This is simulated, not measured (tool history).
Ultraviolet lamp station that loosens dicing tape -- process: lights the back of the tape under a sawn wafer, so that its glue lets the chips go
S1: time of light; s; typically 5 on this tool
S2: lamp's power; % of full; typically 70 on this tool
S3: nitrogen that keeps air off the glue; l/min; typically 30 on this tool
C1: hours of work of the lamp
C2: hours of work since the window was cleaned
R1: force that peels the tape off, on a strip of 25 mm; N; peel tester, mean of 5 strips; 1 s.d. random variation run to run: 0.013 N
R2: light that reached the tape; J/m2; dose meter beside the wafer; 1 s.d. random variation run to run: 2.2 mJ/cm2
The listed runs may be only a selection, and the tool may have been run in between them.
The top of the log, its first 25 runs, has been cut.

{"run": 26, "day": 74.175, "S1": 2, "S2": 72, "S3": 11, "C1": 588, "C2": 227, "R1": 4.493, "R2": 590}
{"run": 27, "day": 76.879, "S1": 2, "S2": 72, "S3": 33, "C1": 628, "C2": 267, "R1": 3.551, "R2": 570}
{"run": 28, "day": 79.325, "S1": 2, "S2": 72, "S3": 33, "C1": 664, "C2": 303, "R1": 3.579, "R2": 530}
{"run": 29, "day": 82.721, "S1": 2, "S2": 74, "S3": 37, "C1": 715, "C2": 353, "R1": 3.584, "R2": 600}
{"run": 30, "day": 85.258, "S1": 4, "S2": 84, "S3": 30, "C1": 752, "C2": 391, "R1": 1.372, "R2": 1250}
{"run": 31, "day": 87.079, "S1": 4, "S2": 97, "S3": 9, "C1": 779, "C2": 417, "R1": 1.99, "R2": 1410}
{"run": 32, "day": 90.075, "S1": 4, "S2": 97, "S3": 9, "C1": 823, "C2": 462, "R1": 1.971, "R2": 1350}
{"day": 90.254, "done": "window cleaned of glue's vapour"}
{"run": 33, "day": 92.396, "S1": 3, "S2": 93, "S3": 17, "C1": 857, "C2": 32, "R1": 2.036, "R2": 1150}
{"run": 34, "day": 96.317, "S1": 2, "S2": 79, "S3": 30, "C1": 915, "C2": 90, "R1": 3.441, "R2": 620}
{"run": 35, "day": 98.517, "S1": 2, "S2": 69, "S3": 30, "C1": 948, "C2": 122, "R1": 3.968, "R2": 500}
{"run": 36, "day": 100.838, "S1": 10, "S2": 85, "S3": 60, "C1": 982, "C2": 156, "R1": 0.247, "R2": 3130}
{"run": 37, "day": 104.579, "S1": 10, "S2": 85, "S3": 60, "C1": 1037, "C2": 211, "R1": 0.256, "R2": 3030}

3 ways to go on from here, each from the tool as it stands after run 37. What would each give?
{"run": "A", "day": 107.879, "S1": 7, "S2": 99, "S3": 30, "C1": 1086, "C2": 260, "R1": "?", "R2": "?"}
{"run": "B", "day": 107.879, "S1": 5, "S2": 63, "S3": 49, "C1": 1086, "C2": 260, "R1": "?", "R2": "?"}
{"run": "C", "day": 107.879, "S1": 10, "S2": 85, "S3": 43, "C1": 1086, "C2": 260, "R1": "?", "R2": "?"}

run=A R1=0.401 R2=2390
run=B R1=1.419 R2=1080
run=C R1=0.27 R2=2940
With no hidden state in the tool, these same runs would have given:
run=A R1=0.247 R2=3770
run=B R1=0.595 R2=1710
run=C R1=0.228 R2=4630

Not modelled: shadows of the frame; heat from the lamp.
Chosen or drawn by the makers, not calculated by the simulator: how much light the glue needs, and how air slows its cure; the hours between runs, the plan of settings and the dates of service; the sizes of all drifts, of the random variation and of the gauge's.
